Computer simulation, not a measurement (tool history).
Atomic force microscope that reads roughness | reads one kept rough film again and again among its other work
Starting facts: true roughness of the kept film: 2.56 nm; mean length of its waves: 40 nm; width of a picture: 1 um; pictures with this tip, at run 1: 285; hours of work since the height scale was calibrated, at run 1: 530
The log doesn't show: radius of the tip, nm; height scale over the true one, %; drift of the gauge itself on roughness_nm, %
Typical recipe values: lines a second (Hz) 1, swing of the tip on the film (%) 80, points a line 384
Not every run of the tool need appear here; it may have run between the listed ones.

run	hour	lines a second (Hz)	swing of the tip on the film (%)	points a line	pictures with this tip	hours of work since the height scale was calibrated	roughness of the kept film (nm (root mean square))
1	0	1	80	384	285	530	2.255
2	21.9	1	56	384	313	544	2.406
3	37.5	1	80	795	332	554	2.269
4	59.6	1	80	795	360	568	2.262
# hour 76.5: new tip fitted
5	78.2	1.7	80	795	2	580	2.126
6	94.1	1.7	80	795	22	590	2.135
7	114	1.7	80	795	47	603	2.139
8	127.9	1	80	384	64	612	2.247
9	144.8	1	82	384	85	622	2.231
10	161.8	1	82	384	107	633	2.227
11	182.5	1	82	384	133	646	2.237
12	194.2	1	80	384	147	654	2.282
13	204.7	1.13	80	384	160	661	2.224
14	220.3	1.13	80	384	180	671	2.224
15	238.7	1.13	80	384	203	682	2.217
16	254.7	1.13	80	384	223	693	2.237
17	267	1.13	80	384	239	700	2.217
18	282	0.51	80	384	258	710	2.335
19	302.4	0.51	80	384	283	723	2.352
20	323.8	1.28	58	384	310	737	2.393
21	336.5	2.03	80	384	326	745	2.075

Forecast run 22:
22	353.2	3.61	56	306	347	755	?

roughness of the kept film (nm (root mean square)): 2.273
Without the tool's hidden state the same run would have given roughness of the kept film (nm (root mean square)) 2.279.
